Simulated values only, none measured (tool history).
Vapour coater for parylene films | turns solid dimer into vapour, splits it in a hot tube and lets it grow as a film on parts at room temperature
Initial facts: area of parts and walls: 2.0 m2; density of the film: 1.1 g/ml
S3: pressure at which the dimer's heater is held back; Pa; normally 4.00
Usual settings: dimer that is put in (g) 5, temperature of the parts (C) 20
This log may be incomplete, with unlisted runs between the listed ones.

Run 1, day 0.000: usual settings. Result: thickness of the film (µm) 1.079.
Run 2, day 0.738: usual settings but S3 2.98 Pa. Result: thickness of the film (µm) 1.108.
Run 3, day 1.483: usual settings but S3 2.98 Pa. Result: thickness of the film (µm) 1.096.
At day 2.417: trap's valve overhauled.
Run 4, day 2.858: usual settings but dimer that is put in (g) 3. Result: thickness of the film (µm) 0.627.
Run 5, day 3.412: usual settings. Result: thickness of the film (µm) 1.034.
Run 6, day 4.329: usual settings. Result: thickness of the film (µm) 1.033.
Run 7, day 5.342: usual settings. Result: thickness of the film (µm) 1.010.
Run 8, day 6.671: usual settings. Result: thickness of the film (µm) 1.019.
Run 9, day 7.933: usual settings. Result: thickness of the film (µm) 1.024.
Run 10, day 9.188: usual settings. Result: thickness of the film (µm) 0.991.
At day 10.438: trap's valve overhauled, once more.
Run 11, day 10.692: usual settings. Result: thickness of the film (µm) 1.144.
Run 12, day 11.246: usual settings. Result: thickness of the film (µm) 1.130.
Run 13, day 12.229: usual settings. Result: thickness of the film (µm) 1.122.
Run 14, day 12.862: usual settings but S3 2.22 Pa. Result: thickness of the film (µm) 1.186.
Run 15, day 14.033: usual settings but dimer that is put in (g) 2, temperature of the parts (C) 19, S3 2.22 Pa. Result: thickness of the film (µm) 0.484.
Run 16, day 15.183: usual settings but dimer that is put in (g) 2, temperature of the parts (C) 19, S3 3.19 Pa. Result: thickness of the film (µm) 0.473.
Run 17, day 15.862: usual settings but dimer that is put in (g) 2, temperature of the parts (C) 19, S3 2.99 Pa. Result: thickness of the film (µm) 0.466.
Run 18, day 16.821: usual settings but dimer that is put in (g) 4, temperature of the parts (C) 19, S3 4.43 Pa. Result: thickness of the film (µm) 0.906.
Run 19, day 18.133: usual settings but S3 2.31 Pa. Result: thickness of the film (µm) 1.157.
Run 20, day 18.867: usual settings but dimer that is put in (g) 3, temperature of the parts (C) 27. Result: thickness of the film (µm) 0.554.
Run 21, day 19.408: usual settings but dimer that is put in (g) 3, temperature of the parts (C) 27. Result: thickness of the film (µm) 0.552.
Run 22, day 20.321: usual settings but dimer that is put in (g) 3, temperature of the parts (C) 27. Result: thickness of the film (µm) 0.545.
Run 23, day 21.562: usual settings but dimer that is put in (g) 3, temperature of the parts (C) 27. Result: thickness of the film (µm) 0.550.
Run 24, day 22.850: usual settings but dimer that is put in (g) 6, temperature of the parts (C) 15. Result: thickness of the film (µm) 1.493.
Run 25, day 23.604: usual settings but dimer that is put in (g) 6, temperature of the parts (C) 15. Result: thickness of the film (µm) 1.498.

Alternative continuations, all from the tool just after run 25; predict every row:
Run A, day 24.458: usual settings but dimer that is put in (g) 6. Result: thickness of the film (µm) ?.
Run B, day 24.458: usual settings but dimer that is put in (g) 6, temperature of the parts (C) 17, S3 2.29 Pa. Result: thickness of the film (µm) ?.
Run C, day 24.458: usual settings but dimer that is put in (g) 6, temperature of the parts (C) 24. Result: thickness of the film (µm) ?.
Run D, day 24.458: usual settings but dimer that is put in (g) 3, temperature of the parts (C) 19, S3 5.03 Pa. Result: thickness of the film (µm) ?.

run  thickness of the film (µm)
  A                       1.301
  B                       1.465
  C                       1.168
  D                       0.654
Without the tool's unlogged condition, the same runs would have read:
run  thickness of the film (µm)
  A                       1.361
  B                       1.534
  C                       1.222
  D                       0.685
